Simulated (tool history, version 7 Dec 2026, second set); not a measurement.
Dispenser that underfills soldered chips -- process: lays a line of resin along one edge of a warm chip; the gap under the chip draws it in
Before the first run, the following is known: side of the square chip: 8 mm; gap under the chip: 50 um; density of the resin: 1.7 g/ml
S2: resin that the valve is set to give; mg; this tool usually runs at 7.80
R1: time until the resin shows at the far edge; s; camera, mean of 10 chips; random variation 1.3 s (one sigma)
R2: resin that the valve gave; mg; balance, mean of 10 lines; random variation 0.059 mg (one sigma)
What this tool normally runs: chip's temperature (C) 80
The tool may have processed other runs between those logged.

Run 1, day 0.000: usual settings. Result: R1 138.9 s, R2 6.88 mg.
At day 0.300: new syringe of resin.
Run 2, day 0.404: usual settings. Result: R1 138.5 s, R2 6.76 mg.
Run 3, day 0.683: usual settings. Result: R1 164.3 s, R2 6.77 mg.
At day 0.729: new syringe of resin.
Run 4, day 0.929: usual settings but S2 7.27 mg. Result: R1 149.5 s, R2 6.35 mg.
At day 1.108: dispensing valve cleaned and set on the balance.
At day 1.188: new syringe of resin.
Run 5, day 1.350: usual settings but S2 7.27 mg. Result: R1 139.8 s, R2 7.20 mg.
At day 1.621: new syringe of resin.
Run 6, day 1.700: usual settings. Result: R1 127.4 s, R2 7.82 mg.
Run 7, day 1.883: usual settings. Result: R1 143.6 s, R2 7.86 mg.
At day 2.038: new syringe of resin.
Run 8, day 2.071: usual settings. Result: R1 126.7 s, R2 7.77 mg.
Run 9, day 2.400: usual settings but chip's temperature (C) 68. Result: R1 285.5 s, R2 7.59 mg.
At day 2.475: new syringe of resin.
Run 10, day 2.796: usual settings but chip's temperature (C) 68. Result: R1 277.8 s, R2 7.70 mg.
At day 2.908: new syringe of resin.
Run 11, day 3.012: usual settings but chip's temperature (C) 68. Result: R1 231.6 s, R2 7.56 mg.
At day 3.321: new syringe of resin.
Run 12, day 3.379: usual settings but chip's temperature (C) 71. Result: R1 193.1 s, R2 7.54 mg.
Run 13, day 3.704: usual settings but S2 6.98 mg. Result: R1 166.3 s, R2 6.68 mg.
At day 3.742: new syringe of resin.
Run 14, day 4.004: usual settings but chip's temperature (C) 67. Result: R1 278.9 s, R2 7.54 mg.
At day 4.158: new syringe of resin.
Run 15, day 4.271: usual settings but chip's temperature (C) 67. Result: R1 256.0 s, R2 7.37 mg.
Run 16, day 4.508: usual settings but chip's temperature (C) 67. Result: R1 295.1 s, R2 7.42 mg.
At day 4.575: new syringe of resin.
Run 17, day 4.833: usual settings but S2 9.18 mg. Result: R1 146.7 s, R2 8.63 mg.
At day 4.983: new syringe of resin.
Run 18, day 5.125: usual settings but chip's temperature (C) 85, S2 7.16 mg. Result: R1 109.1 s, R2 6.71 mg.
Run 19, day 5.367: usual settings but chip's temperature (C) 85, S2 7.16 mg. Result: R1 129.3 s, R2 6.65 mg.
At day 5.417: new syringe of resin.
Run 20, day 5.608: usual settings but chip's temperature (C) 87, S2 7.62 mg. Result: R1 102.4 s, R2 7.21 mg.
At day 5.829: new syringe of resin.
Run 21, day 5.854: usual settings but chip's temperature (C) 83, S2 7.41 mg. Result: R1 113.8 s, R2 6.83 mg.
At day 6.258: new syringe of resin.
Run 22, day 6.258: usual settings but chip's temperature (C) 93, S2 7.34 mg. Result: R1 70.0 s, R2 6.73 mg.
Run 23, day 6.479: usual settings but chip's temperature (C) 93, S2 7.34 mg. Result: R1 81.3 s, R2 6.62 mg.
At day 6.675: new syringe of resin.
Run 24, day 6.750: usual settings but chip's temperature (C) 93, S2 7.34 mg. Result: R1 74.2 s, R2 6.67 mg.
Run 25, day 6.983: usual settings but chip's temperature (C) 93, S2 7.34 mg. Result: R1 86.4 s, R2 6.66 mg.
At day 7.104: new syringe of resin.
Run 26, day 7.338: usual settings but chip's temperature (C) 93, S2 7.34 mg. Result: R1 83.6 s, R2 6.54 mg.
At day 7.517: new syringe of resin.
Run 27, day 7.712: usual settings but chip's temperature (C) 93, S2 7.34 mg. Result: R1 79.8 s, R2 6.55 mg.
At day 7.929: new syringe of resin.
Run 28, day 8.092: usual settings but chip's temperature (C) 89, S2 7.58 mg. Result: R1 92.8 s, R2 6.73 mg.
At day 8.371: new syringe of resin.
Run 29, day 8.388: usual settings but chip's temperature (C) 89, S2 7.58 mg. Result: R1 83.4 s, R2 6.77 mg.
Run 30, day 8.642: usual settings but chip's temperature (C) 87, S2 8.23 mg. Result: R1 105.8 s, R2 7.27 mg.
At day 8.779: new syringe of resin.
Run 31, day 9.000: usual settings but chip's temperature (C) 90, S2 7.19 mg. Result: R1 95.2 s, R2 6.14 mg.
At day 9.192: new syringe of resin.
At day 9.292: dispensing valve cleaned and set on the balance.
Run 32, day 9.304: usual settings but chip's temperature (C) 77, S2 8.24 mg. Result: R1 145.5 s, R2 8.33 mg.

Run 33 is up next; what results do you expect?
Run 33, day 9.517: usual settings but chip's temperature (C) 68, S2 7.86 mg. Result: R1 ?, R2 ?.

R1: 268.1 s
R2: 7.77 mg
Take away the tool's hidden state, keep the run-to-run variation as it was, and the same run would have given R1 229.1 s, R2 7.79 mg.
